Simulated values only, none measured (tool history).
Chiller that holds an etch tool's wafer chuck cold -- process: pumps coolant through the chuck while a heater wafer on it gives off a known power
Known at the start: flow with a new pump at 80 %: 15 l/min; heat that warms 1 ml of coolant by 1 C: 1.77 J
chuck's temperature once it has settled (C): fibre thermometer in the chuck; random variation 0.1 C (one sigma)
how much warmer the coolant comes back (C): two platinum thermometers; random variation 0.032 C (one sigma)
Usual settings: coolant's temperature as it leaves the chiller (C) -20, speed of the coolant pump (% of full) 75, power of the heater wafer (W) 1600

| run | hour | coolant's temperature as it leaves the chiller (C) | speed of the coolant pump (% of full) | power of the heater wafer (W) | chuck's temperature once it has settled (C) | how much warmer the coolant comes back (C) |
|---|---|---|---|---|---|---|
| 1 | 0.0 | -20 | 75 | 1600 | -9.1 | 4.20 |
| 2 | 149.2 | -20 | 75 | 1600 | -9.3 | 4.29 |
| 3 | 266.6 | -20 | 75 | 1600 | -9.1 | 4.14 |
| 4 | 471.3 | -20 | 75 | 2083 | -5.7 | 5.53 |
| 5 | 588.4 | -20 | 75 | 2083 | -5.8 | 5.55 |
| 6 | 716.4 | -20 | 75 | 2083 | -5.6 | 5.51 |
| 7 | 808.9 | -20 | 67 | 2083 | -4.5 | 6.22 |
| 8 | 993.0 | -20 | 67 | 2083 | -4.5 | 6.27 |
| 9 | 1182.7 | -20 | 67 | 2083 | -4.6 | 6.31 |
| 10 | 1276.3 | -16 | 75 | 1600 | -5.0 | 4.26 |
| 11 | 1423.3 | -20 | 75 | 1600 | -8.9 | 4.31 |
| 12 | 1545.1 | -20 | 70 | 1600 | -8.2 | 4.63 |
| 13 | 1670.7 | -20 | 70 | 1600 | -8.2 | 4.67 |
| 14 | 1822.1 | -20 | 70 | 1600 | -8.4 | 4.62 |
| 15 | 1947.0 | -20 | 70 | 1600 | -8.2 | 4.66 |
|  | 2017.6 | coolant pump overhauled |
| 16 | 2144.5 | -20 | 70 | 1600 | -8.8 | 4.20 |
| 17 | 2259.6 | -20 | 70 | 1600 | -8.9 | 4.18 |
| 18 | 2454.7 | -12 | 70 | 1938 | 1.4 | 5.01 |
| 19 | 2548.7 | -14 | 90 | 898 | -8.5 | 1.78 |
| 20 | 2740.0 | -14 | 90 | 898 | -8.6 | 1.83 |
|  | 2776.6 | chiller's thermometer calibrated |
| 21 | 2901.5 | -28 | 72 | 894 | -21.8 | 2.30 |
| 22 | 3025.6 | -25 | 75 | 1626 | -14.3 | 3.99 |
| 23 | 3225.8 | -19 | 92 | 1619 | -9.6 | 3.15 |
| 24 | 3424.6 | -19 | 92 | 1619 | -9.5 | 3.23 |
| 25 | 3638.7 | -19 | 92 | 1619 | -9.4 | 3.19 |
| 26 | 3775.3 | -10 | 63 | 1116 | -1.6 | 3.32 |
| 27 | 3909.2 | -10 | 63 | 1116 | -1.5 | 3.35 |
| 28 | 4057.4 | -15 | 86 | 1697 | -4.5 | 3.56 |
| 29 | 4158.0 | -20 | 75 | 978 | -13.5 | 2.44 |
| 30 | 4308.9 | -23 | 75 | 978 | -16.3 | 2.42 |
| 31 | 4492.5 | -15 | 60 | 1439 | -3.8 | 4.56 |
| 32 | 4638.2 | -28 | 85 | 1600 | -17.8 | 3.49 |
| 33 | 4765.3 | -28 | 85 | 1600 | -17.9 | 3.43 |

A few steps of chuck's temperature once it has settled (C) between consecutive runs. Split each: what settings, incoming material and random variation would produce without the hidden state, and what is left over for the hidden state, along with gauge scatter present in only one of the two compared results (measured, and without hidden state):
Unlogged tool condition in this case: heat passed by the chuck's channels, % of clean ones'; flow at a given pump speed, % of a new pump's; coolant's true temperature over the reading, C; drift of the gauge itself on chuck_c, C; drift of the gauge itself on warmer_back_c, C.
Run 3 -> 4: power of the heater wafer (W) 1600 -> 2083. chuck's temperature once it has settled (C) +3.4: hidden state +0.3, all else +3.1.
Run 9 -> 10: coolant's temperature as it leaves the chiller (C) -20 -> -16, speed of the coolant pump (% of full) 67 -> 75, power of the heater wafer (W) 2083 -> 1600. chuck's temperature once it has settled (C) -0.4: hidden state -0.3, all else -0.1.
Run 15 -> 16: coolant pump overhauled. chuck's temperature once it has settled (C) -0.6: hidden state -0.8, all else +0.2.
Run 20 -> 21: coolant's temperature as it leaves the chiller (C) -14 -> -28, speed of the coolant pump (% of full) 90 -> 72, power of the heater wafer (W) 898 -> 894, chiller's thermometer calibrated. chuck's temperature once it has settled (C) -13.2: hidden state -0.1, all else -13.1.
Run 30 -> 31: coolant's temperature as it leaves the chiller (C) -23 -> -15, speed of the coolant pump (% of full) 75 -> 60, power of the heater wafer (W) 978 -> 1439. chuck's temperature once it has settled (C) +12.5: hidden state +0.3, all else +12.2.
Run 31 -> 32: coolant's temperature as it leaves the chiller (C) -15 -> -28, speed of the coolant pump (% of full) 60 -> 85, power of the heater wafer (W) 1439 -> 1600. chuck's temperature once it has settled (C) -14.0: hidden state -0.1, all else -13.9.

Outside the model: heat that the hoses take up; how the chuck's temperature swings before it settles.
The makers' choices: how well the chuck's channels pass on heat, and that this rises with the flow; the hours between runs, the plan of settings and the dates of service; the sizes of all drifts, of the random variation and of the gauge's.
